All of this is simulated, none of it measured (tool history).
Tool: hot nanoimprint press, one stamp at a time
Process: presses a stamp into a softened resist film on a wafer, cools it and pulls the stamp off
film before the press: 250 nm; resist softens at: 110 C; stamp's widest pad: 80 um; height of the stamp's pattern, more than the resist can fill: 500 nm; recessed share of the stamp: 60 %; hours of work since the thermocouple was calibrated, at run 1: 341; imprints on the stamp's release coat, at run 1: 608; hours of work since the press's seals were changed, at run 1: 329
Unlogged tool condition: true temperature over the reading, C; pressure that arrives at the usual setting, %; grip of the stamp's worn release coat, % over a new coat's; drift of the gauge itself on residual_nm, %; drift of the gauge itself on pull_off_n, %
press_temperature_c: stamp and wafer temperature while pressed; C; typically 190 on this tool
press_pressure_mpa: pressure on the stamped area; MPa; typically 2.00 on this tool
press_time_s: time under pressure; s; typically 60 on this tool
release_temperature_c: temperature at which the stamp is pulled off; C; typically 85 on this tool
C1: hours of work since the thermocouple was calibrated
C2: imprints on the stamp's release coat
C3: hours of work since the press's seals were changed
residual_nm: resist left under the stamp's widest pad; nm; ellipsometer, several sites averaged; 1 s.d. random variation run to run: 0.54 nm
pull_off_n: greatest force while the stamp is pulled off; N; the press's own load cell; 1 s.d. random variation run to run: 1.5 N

run 1 hour=0.0 | press_temperature_c=190 press_pressure_mpa=2.00 press_time_s=60 release_temperature_c=85 | C1=341 C2=608 C3=329 | residual_nm=140.4 pull_off_n=144
run 2 hour=9.1 | press_temperature_c=190 press_pressure_mpa=2.00 press_time_s=60 release_temperature_c=85 | C1=346 C2=647 C3=334 | residual_nm=141.4 pull_off_n=144
run 3 hour=15.8 | press_temperature_c=190 press_pressure_mpa=2.00 press_time_s=60 release_temperature_c=85 | C1=350 C2=676 C3=338 | residual_nm=141.6 pull_off_n=144
run 4 hour=26.3 | press_temperature_c=190 press_pressure_mpa=2.00 press_time_s=119 release_temperature_c=85 | C1=356 C2=721 C3=344 | residual_nm=111.7 pull_off_n=144
run 5 hour=42.6 | press_temperature_c=190 press_pressure_mpa=2.57 press_time_s=60 release_temperature_c=85 | C1=365 C2=791 C3=353 | residual_nm=124.4 pull_off_n=145
-- hour=53.9 stamp cleaned and given a new release coat
run 6 hour=61.1 | press_temperature_c=190 press_pressure_mpa=2.57 press_time_s=60 release_temperature_c=85 | C1=373 C2=31 C3=360 | residual_nm=125.7 pull_off_n=142
run 7 hour=68.8 | press_temperature_c=192 press_pressure_mpa=2.94 press_time_s=37 release_temperature_c=75 | C1=377 C2=64 C3=365 | residual_nm=130.4 pull_off_n=159

Predict the results of run 8:
run 8 hour=76.0 | press_temperature_c=192 press_pressure_mpa=2.94 press_time_s=37 release_temperature_c=75 | C1=381 C2=95 C3=369 | residual_nm=? pull_off_n=?

Run 8 yielded residual_nm 130.0 nm, pull_off_n 159 N.
Without the tool's hidden state the same run would have given residual_nm 130.3 nm, pull_off_n 159 N.

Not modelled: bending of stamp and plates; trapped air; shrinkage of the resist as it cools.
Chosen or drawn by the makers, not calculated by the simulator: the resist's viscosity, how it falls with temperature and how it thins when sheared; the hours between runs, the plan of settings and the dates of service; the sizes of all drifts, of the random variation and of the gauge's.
